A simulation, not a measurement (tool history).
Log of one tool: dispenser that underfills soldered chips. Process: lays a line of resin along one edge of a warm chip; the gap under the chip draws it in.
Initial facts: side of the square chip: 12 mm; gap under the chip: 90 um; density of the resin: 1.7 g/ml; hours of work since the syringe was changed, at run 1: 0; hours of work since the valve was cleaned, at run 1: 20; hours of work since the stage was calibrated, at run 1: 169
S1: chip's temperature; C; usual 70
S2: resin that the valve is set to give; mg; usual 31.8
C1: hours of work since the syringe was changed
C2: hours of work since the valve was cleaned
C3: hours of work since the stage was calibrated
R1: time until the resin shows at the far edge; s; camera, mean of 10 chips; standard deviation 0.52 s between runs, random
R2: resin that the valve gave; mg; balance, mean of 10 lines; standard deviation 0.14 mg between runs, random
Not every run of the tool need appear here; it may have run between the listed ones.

{"run": 1, "hour": 0.0, "S1": 70, "S2": 31.8, "C1": 0, "C2": 20, "C3": 169, "R1": 39.1, "R2": 31.25}
{"hour": 9.8, "done": "new syringe of resin"}
{"run": 2, "hour": 13.2, "S1": 70, "S2": 31.8, "C1": 2, "C2": 29, "C3": 178, "R1": 44.3, "R2": 31.08}
{"hour": 19.8, "done": "new syringe of resin"}
{"run": 3, "hour": 24.5, "S1": 70, "S2": 31.8, "C1": 3, "C2": 37, "C3": 186, "R1": 46.6, "R2": 30.75}
{"hour": 29.9, "done": "new syringe of resin"}
{"run": 4, "hour": 32.0, "S1": 70, "S2": 31.8, "C1": 1, "C2": 42, "C3": 191, "R1": 43.0, "R2": 30.42}
{"hour": 39.9, "done": "new syringe of resin"}
{"run": 5, "hour": 46.7, "S1": 70, "S2": 31.8, "C1": 5, "C2": 52, "C3": 202, "R1": 48.9, "R2": 30.39}
{"hour": 50.6, "done": "new syringe of resin"}
{"hour": 60.7, "done": "new syringe of resin"}
{"run": 6, "hour": 60.7, "S1": 70, "S2": 31.8, "C1": 0, "C2": 62, "C3": 211, "R1": 39.0, "R2": 30.27}
{"run": 7, "hour": 69.2, "S1": 57, "S2": 41.1, "C1": 6, "C2": 68, "C3": 218, "R1": 75.2, "R2": 39.06}
{"hour": 70.6, "done": "new syringe of resin"}
{"run": 8, "hour": 76.0, "S1": 76, "S2": 29.7, "C1": 4, "C2": 73, "C3": 222, "R1": 41.1, "R2": 28.02}
{"hour": 81.0, "done": "new syringe of resin"}
{"run": 9, "hour": 83.9, "S1": 75, "S2": 31.8, "C1": 2, "C2": 78, "C3": 228, "R1": 39.3, "R2": 29.95}
{"hour": 91.1, "done": "new syringe of resin"}
{"run": 10, "hour": 91.1, "S1": 75, "S2": 31.8, "C1": 0, "C2": 83, "C3": 233, "R1": 34.1, "R2": 29.51}
{"hour": 101.8, "done": "new syringe of resin"}
{"run": 11, "hour": 103.1, "S1": 63, "S2": 40.2, "C1": 1, "C2": 92, "C3": 241, "R1": 48.9, "R2": 37.26}
{"hour": 111.9, "done": "new syringe of resin"}
{"run": 12, "hour": 111.9, "S1": 84, "S2": 36.9, "C1": 0, "C2": 98, "C3": 247, "R1": 27.3, "R2": 33.59}

Hidden condition of the tool, last listed run before each entry between runs versus first listed run after:
After run 1, before run 2: new syringe of resin (hour 9.8)
  resin's viscosity, % of fresh resin's: 98.2 -> 110.5; dose that the valve gives, % of what is set: 98.4 -> 97.63; true chip temperature over the reading, C: 1.35 -> 1.4
  measured less the result without the state, R1: -2.2 -> +2.7 s; R2: -0.51 -> -0.76 mg
After run 2, before run 3: new syringe of resin (hour 19.8)
  resin's viscosity, % of fresh resin's: 110.5 -> 114.9; dose that the valve gives, % of what is set: 97.63 -> 96.97; true chip temperature over the reading, C: 1.4 -> 1.45
  measured less the result without the state, R1: +2.7 -> +4.6 s; R2: -0.76 -> -0.96 mg
After run 3, before run 4: new syringe of resin (hour 29.9)
  resin's viscosity, % of fresh resin's: 114.9 -> 108.2; dose that the valve gives, % of what is set: 96.97 -> 96.57; true chip temperature over the reading, C: 1.45 -> 1.48
  measured less the result without the state, R1: +4.6 -> +1.7 s; R2: -0.96 -> -1.09 mg
After run 4, before run 5: new syringe of resin (hour 39.9)
  resin's viscosity, % of fresh resin's: 108.2 -> 121.9; dose that the valve gives, % of what is set: 96.57 -> 95.78; true chip temperature over the reading, C: 1.48 -> 1.54
  measured less the result without the state, R1: +1.7 -> +7.3 s; R2: -1.09 -> -1.34 mg
After run 5, before run 6: new syringe of resin (hour 50.6); new syringe of resin (hour 60.7)
  resin's viscosity, % of fresh resin's: 121.9 -> 98.2; dose that the valve gives, % of what is set: 95.78 -> 94.99; true chip temperature over the reading, C: 1.54 -> 1.59
  measured less the result without the state, R1: +7.3 -> -2.2 s; R2: -1.34 -> -1.59 mg
After run 7, before run 8: new syringe of resin (hour 70.6)
  resin's viscosity, % of fresh resin's: 128.9 -> 116.7; dose that the valve gives, % of what is set: 94.45 -> 94.01; true chip temperature over the reading, C: 1.63 -> 1.65
  measured less the result without the state, R1: +14.1 -> +4.9 s; R2: -2.29 -> -1.79 mg
After run 8, before run 9: new syringe of resin (hour 81.0)
  resin's viscosity, % of fresh resin's: 116.7 -> 109.6; dose that the valve gives, % of what is set: 94.01 -> 93.56; true chip temperature over the reading, C: 1.65 -> 1.68
  measured less the result without the state, R1: +4.9 -> +2.2 s; R2: -1.79 -> -2.06 mg
After run 9, before run 10: new syringe of resin (hour 91.1)
  resin's viscosity, % of fresh resin's: 109.6 -> 100.2; dose that the valve gives, % of what is set: 93.56 -> 93.14; true chip temperature over the reading, C: 1.68 -> 1.72
  measured less the result without the state, R1: +2.2 -> -1.1 s; R2: -2.06 -> -2.17 mg
After run 10, before run 11: new syringe of resin (hour 101.8)
  resin's viscosity, % of fresh resin's: 100.2 -> 102.6; dose that the valve gives, % of what is set: 93.14 -> 92.4; true chip temperature over the reading, C: 1.72 -> 1.76
  measured less the result without the state, R1: -1.1 -> -1.1 s; R2: -2.17 -> -3.06 mg
After run 11, before run 12: new syringe of resin (hour 111.9)
  resin's viscosity, % of fresh resin's: 102.6 -> 100.7; dose that the valve gives, % of what is set: 92.4 -> 91.85; true chip temperature over the reading, C: 1.76 -> 1.79
  measured less the result without the state, R1: -1.1 -> -0.9 s; R2: -3.06 -> -2.98 mg

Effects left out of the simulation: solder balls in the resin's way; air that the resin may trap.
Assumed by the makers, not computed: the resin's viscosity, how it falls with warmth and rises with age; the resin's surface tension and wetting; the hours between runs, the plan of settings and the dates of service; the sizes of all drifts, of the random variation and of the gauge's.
